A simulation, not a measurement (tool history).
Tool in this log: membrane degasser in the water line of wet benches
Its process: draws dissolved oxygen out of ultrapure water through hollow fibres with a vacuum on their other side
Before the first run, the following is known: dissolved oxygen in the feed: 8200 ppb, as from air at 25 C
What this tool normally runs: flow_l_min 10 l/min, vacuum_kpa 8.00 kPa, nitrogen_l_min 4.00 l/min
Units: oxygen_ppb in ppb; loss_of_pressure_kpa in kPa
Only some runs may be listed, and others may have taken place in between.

run 1 day=0.000 | flow_l_min=10 vacuum_kpa=8.00 nitrogen_l_min=4.00 | oxygen_ppb=44.0 loss_of_pressure_kpa=41.68
run 2 day=5.188 | flow_l_min=10 vacuum_kpa=8.00 nitrogen_l_min=4.00 | oxygen_ppb=45.0 loss_of_pressure_kpa=41.22
run 3 day=10.221 | flow_l_min=10 vacuum_kpa=8.00 nitrogen_l_min=4.00 | oxygen_ppb=43.0 loss_of_pressure_kpa=41.37
run 4 day=16.288 | flow_l_min=10 vacuum_kpa=8.00 nitrogen_l_min=4.00 | oxygen_ppb=44.2 loss_of_pressure_kpa=41.14
run 5 day=20.958 | flow_l_min=10 vacuum_kpa=8.00 nitrogen_l_min=4.00 | oxygen_ppb=43.8 loss_of_pressure_kpa=41.47
-- day=21.304 vacuum gauge calibrated
run 6 day=26.150 | flow_l_min=10 vacuum_kpa=8.00 nitrogen_l_min=3.90 | oxygen_ppb=44.5 loss_of_pressure_kpa=41.74
run 7 day=32.471 | flow_l_min=10 vacuum_kpa=8.00 nitrogen_l_min=4.00 | oxygen_ppb=44.7 loss_of_pressure_kpa=41.28
run 8 day=37.658 | flow_l_min=10 vacuum_kpa=8.00 nitrogen_l_min=4.00 | oxygen_ppb=44.0 loss_of_pressure_kpa=41.51
run 9 day=42.029 | flow_l_min=10 vacuum_kpa=8.00 nitrogen_l_min=4.00 | oxygen_ppb=43.5 loss_of_pressure_kpa=41.61
run 10 day=45.321 | flow_l_min=10 vacuum_kpa=8.00 nitrogen_l_min=4.00 | oxygen_ppb=44.5 loss_of_pressure_kpa=41.65
run 11 day=48.504 | flow_l_min=15 vacuum_kpa=8.00 nitrogen_l_min=4.00 | oxygen_ppb=97.7 loss_of_pressure_kpa=61.78
run 12 day=53.204 | flow_l_min=15 vacuum_kpa=8.00 nitrogen_l_min=4.00 | oxygen_ppb=99.2 loss_of_pressure_kpa=62.03
run 13 day=58.308 | flow_l_min=15 vacuum_kpa=8.00 nitrogen_l_min=4.00 | oxygen_ppb=97.1 loss_of_pressure_kpa=62.04
run 14 day=63.321 | flow_l_min=10 vacuum_kpa=8.00 nitrogen_l_min=4.00 | oxygen_ppb=44.5 loss_of_pressure_kpa=41.50
run 15 day=69.883 | flow_l_min=10 vacuum_kpa=8.00 nitrogen_l_min=4.00 | oxygen_ppb=44.1 loss_of_pressure_kpa=41.61
run 16 day=74.146 | flow_l_min=10 vacuum_kpa=8.00 nitrogen_l_min=3.14 | oxygen_ppb=51.6 loss_of_pressure_kpa=41.45
run 17 day=80.112 | flow_l_min=10 vacuum_kpa=8.00 nitrogen_l_min=3.13 | oxygen_ppb=52.7 loss_of_pressure_kpa=41.36
run 18 day=83.075 | flow_l_min=15 vacuum_kpa=11.47 nitrogen_l_min=4.17 | oxygen_ppb=125.1 loss_of_pressure_kpa=62.21
run 19 day=89.479 | flow_l_min=10 vacuum_kpa=13.15 nitrogen_l_min=6.60 | oxygen_ppb=50.9 loss_of_pressure_kpa=41.63
run 20 day=94.746 | flow_l_min=14 vacuum_kpa=4.84 nitrogen_l_min=4.00 | oxygen_ppb=58.3 loss_of_pressure_kpa=58.10
run 21 day=97.479 | flow_l_min=7 vacuum_kpa=9.11 nitrogen_l_min=2.30 | oxygen_ppb=47.8 loss_of_pressure_kpa=29.37
run 22 day=101.496 | flow_l_min=10 vacuum_kpa=7.71 nitrogen_l_min=2.59 | oxygen_ppb=56.3 loss_of_pressure_kpa=41.66
run 23 day=107.121 | flow_l_min=9 vacuum_kpa=6.86 nitrogen_l_min=7.22 | oxygen_ppb=19.8 loss_of_pressure_kpa=37.26
run 24 day=113.858 | flow_l_min=9 vacuum_kpa=6.86 nitrogen_l_min=7.22 | oxygen_ppb=20.7 loss_of_pressure_kpa=37.56
run 25 day=117.050 | flow_l_min=9 vacuum_kpa=6.86 nitrogen_l_min=7.22 | oxygen_ppb=20.7 loss_of_pressure_kpa=37.10
run 26 day=121.904 | flow_l_min=9 vacuum_kpa=5.72 nitrogen_l_min=7.22 | oxygen_ppb=17.2 loss_of_pressure_kpa=37.41
run 27 day=124.738 | flow_l_min=10 vacuum_kpa=19.34 nitrogen_l_min=4.00 | oxygen_ppb=113.8 loss_of_pressure_kpa=41.47
run 28 day=128.271 | flow_l_min=10 vacuum_kpa=13.51 nitrogen_l_min=2.60 | oxygen_ppb=111.7 loss_of_pressure_kpa=41.33
run 29 day=131.146 | flow_l_min=10 vacuum_kpa=13.51 nitrogen_l_min=2.60 | oxygen_ppb=110.1 loss_of_pressure_kpa=41.34
run 30 day=135.671 | flow_l_min=10 vacuum_kpa=13.51 nitrogen_l_min=10.69 | oxygen_ppb=38.4 loss_of_pressure_kpa=41.85
run 31 day=142.350 | flow_l_min=11 vacuum_kpa=13.51 nitrogen_l_min=2.85 | oxygen_ppb=115.9 loss_of_pressure_kpa=45.43
run 32 day=145.508 | flow_l_min=11 vacuum_kpa=13.51 nitrogen_l_min=2.85 | oxygen_ppb=116.8 loss_of_pressure_kpa=45.64
run 33 day=149.067 | flow_l_min=10 vacuum_kpa=8.00 nitrogen_l_min=5.31 | oxygen_ppb=36.6 loss_of_pressure_kpa=41.55

3 options for the next run, each taken on its own from the tool as it stands now. Forecast them:
run A day=153.688 | flow_l_min=7 vacuum_kpa=5.00 nitrogen_l_min=4.16 | oxygen_ppb=? loss_of_pressure_kpa=?
run B day=153.688 | flow_l_min=10 vacuum_kpa=5.93 nitrogen_l_min=2.55 | oxygen_ppb=? loss_of_pressure_kpa=?
run C day=153.688 | flow_l_min=7 vacuum_kpa=8.00 nitrogen_l_min=4.00 | oxygen_ppb=? loss_of_pressure_kpa=?

run=A oxygen_ppb=10.1 loss_of_pressure_kpa=28.72
run=B oxygen_ppb=39.9 loss_of_pressure_kpa=41.56
run=C oxygen_ppb=24.5 loss_of_pressure_kpa=29.00
Without the tool's unlogged condition, the same runs would have read:
run=A oxygen_ppb=10.1 loss_of_pressure_kpa=28.71
run=B oxygen_ppb=39.9 loss_of_pressure_kpa=41.55
run=C oxygen_ppb=24.4 loss_of_pressure_kpa=28.99

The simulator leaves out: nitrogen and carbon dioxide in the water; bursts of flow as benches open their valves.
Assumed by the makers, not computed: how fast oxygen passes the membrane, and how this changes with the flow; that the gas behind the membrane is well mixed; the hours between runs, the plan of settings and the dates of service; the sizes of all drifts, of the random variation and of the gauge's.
